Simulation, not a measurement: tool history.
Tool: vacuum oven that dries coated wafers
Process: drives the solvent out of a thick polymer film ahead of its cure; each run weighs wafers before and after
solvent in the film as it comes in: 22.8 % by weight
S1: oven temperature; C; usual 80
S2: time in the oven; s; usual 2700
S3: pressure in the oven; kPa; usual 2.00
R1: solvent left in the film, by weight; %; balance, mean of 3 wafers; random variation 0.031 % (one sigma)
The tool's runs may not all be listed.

{"run": 1, "hour": 0.0, "S1": 80, "S2": 2700, "S3": 2.0, "R1": 3.57}
{"run": 2, "hour": 24.7, "S1": 80, "S2": 2700, "S3": 2.0, "R1": 3.56}
{"run": 3, "hour": 50.2, "S1": 80, "S2": 2700, "S3": 2.0, "R1": 3.54}
{"run": 4, "hour": 81.9, "S1": 80, "S2": 2700, "S3": 7.87, "R1": 8.77}
{"run": 5, "hour": 107.2, "S1": 80, "S2": 2700, "S3": 2.0, "R1": 3.63}
{"run": 6, "hour": 148.5, "S1": 80, "S2": 2700, "S3": 1.82, "R1": 3.45}
{"run": 7, "hour": 177.8, "S1": 80, "S2": 2700, "S3": 1.82, "R1": 3.52}
{"run": 8, "hour": 206.3, "S1": 80, "S2": 2700, "S3": 2.0, "R1": 3.62}
{"run": 9, "hour": 243.6, "S1": 80, "S2": 2700, "S3": 2.0, "R1": 3.62}
{"run": 10, "hour": 264.5, "S1": 80, "S2": 2700, "S3": 2.0, "R1": 3.66}
{"run": 11, "hour": 306.5, "S1": 80, "S2": 2700, "S3": 2.0, "R1": 3.62}
{"run": 12, "hour": 325.5, "S1": 89, "S2": 2700, "S3": 2.0, "R1": 1.86}
{"run": 13, "hour": 349.5, "S1": 89, "S2": 2700, "S3": 2.0, "R1": 1.91}
{"run": 14, "hour": 388.8, "S1": 89, "S2": 2700, "S3": 2.0, "R1": 1.83}
{"run": 15, "hour": 429.7, "S1": 89, "S2": 2700, "S3": 2.0, "R1": 1.9}
{"run": 16, "hour": 460.9, "S1": 79, "S2": 2700, "S3": 2.0, "R1": 4.01}
{"run": 17, "hour": 497.2, "S1": 79, "S2": 2700, "S3": 2.0, "R1": 3.97}
{"run": 18, "hour": 519.0, "S1": 89, "S2": 1380, "S3": 2.0, "R1": 4.16}
{"run": 19, "hour": 560.8, "S1": 67, "S2": 2820, "S3": 3.7, "R1": 10.53}
{"run": 20, "hour": 588.4, "S1": 80, "S2": 2220, "S3": 2.0, "R1": 4.62}
{"run": 21, "hour": 630.7, "S1": 83, "S2": 4680, "S3": 5.84, "R1": 5.28}
{"run": 22, "hour": 665.7, "S1": 83, "S2": 4680, "S3": 5.84, "R1": 5.35}
{"run": 23, "hour": 691.8, "S1": 80, "S2": 3060, "S3": 2.0, "R1": 3.39}
{"run": 24, "hour": 713.1, "S1": 86, "S2": 1440, "S3": 2.0, "R1": 4.95}
{"run": 25, "hour": 745.9, "S1": 86, "S2": 1440, "S3": 2.0, "R1": 4.98}
{"run": 26, "hour": 775.4, "S1": 86, "S2": 1440, "S3": 2.0, "R1": 4.88}
{"run": 27, "hour": 811.1, "S1": 80, "S2": 2700, "S3": 4.23, "R1": 5.85}

Forecast run 28:
{"run": 28, "hour": 842.9, "S1": 84, "S2": 2460, "S3": 1.44, "R1": "?"}

{"run 28": {"R1": 2.72}}
Without the tool's hidden state the same run would have given R1 2.32 %.
